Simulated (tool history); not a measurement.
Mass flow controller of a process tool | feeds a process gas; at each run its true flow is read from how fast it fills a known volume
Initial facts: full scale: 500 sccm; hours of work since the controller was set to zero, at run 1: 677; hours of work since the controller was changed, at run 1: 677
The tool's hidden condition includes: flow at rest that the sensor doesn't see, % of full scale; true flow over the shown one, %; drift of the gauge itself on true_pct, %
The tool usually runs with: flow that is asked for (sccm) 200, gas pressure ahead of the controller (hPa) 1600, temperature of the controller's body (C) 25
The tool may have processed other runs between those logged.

run,hour,flow that is asked for (sccm),gas pressure ahead of the controller (hPa),temperature of the controller's body (C),hours of work since the controller was set to zero,hours of work since the controller was changed,true flow (%)
1,0.0,200,1600,25,677,677,99.36
2,58.1,200,1600,25,700,700,99.11
3,108.0,200,1600,25,719,719,99.15
4,161.1,93,1600,25,740,740,99.45
5,262.1,198,1600,25,780,780,99.20
6,335.4,200,1600,25,809,809,99.22
7,424.3,199,1600,25,844,844,99.28
8,480.4,199,1600,25,866,866,99.12
9,554.6,200,1620,25,896,896,99.18
10,602.2,200,1620,30,914,914,99.04
# hour 609.9: controller's zero set anew
11,693.6,200,1620,30,33,950,99.23
12,764.3,200,1600,25,61,978,99.49
13,815.4,200,1600,25,81,998,99.31
14,878.2,200,1600,25,106,1023,99.46
15,932.1,200,1600,25,127,1044,99.36
16,1039.2,200,1600,30,169,1087,99.22
17,1134.3,200,1600,30,207,1124,99.37
# hour 1149.7: controller's zero set anew, once more
18,1193.7,200,1600,30,17,1147,98.64
19,1262.0,212,1600,30,44,1174,98.62
20,1311.6,200,1600,22,64,1194,98.92
21,1400.9,369,1600,22,99,1229,99.13
22,1493.4,92,2360,36,136,1266,98.98
23,1593.6,83,2060,38,175,1305,98.75
24,1643.7,200,1600,28,195,1325,98.91
25,1690.3,279,2680,25,213,1343,99.51
26,1740.5,279,2680,25,233,1363,99.61
27,1786.2,245,1630,33,251,1381,98.67
28,1862.1,200,1690,33,281,1411,98.54
29,1939.0,200,2400,25,311,1441,99.33
30,2003.6,53,1680,25,337,1467,99.17
31,2097.6,107,1610,20,374,1504,98.91
32,2177.9,62,1970,22,406,1535,99.25
33,2229.7,79,1970,35,426,1556,98.92
34,2300.9,321,1590,35,454,1584,98.57
35,2347.4,123,2470,35,472,1602,98.87
36,2396.5,123,2470,35,492,1622,99.09
37,2466.0,123,2470,35,519,1649,99.00

Consider 5 possible next runs. They are alternatives, not a sequence: every one starts from the tool as it was left by run 37. What does each give?
A,2522.8,118,2630,35,542,1672,?
B,2522.8,55,2460,39,542,1672,?
C,2522.8,127,1900,25,542,1672,?
D,2522.8,390,2760,21,542,1672,?
E,2522.8,176,2630,27,542,1672,?

run,true flow (%)
A,98.95
B,99.43
C,98.88
D,99.80
E,99.36
Without the tool's unlogged condition, the same runs would have read:
run,true flow (%)
A,99.11
B,98.98
C,99.07
D,100.33
E,99.69
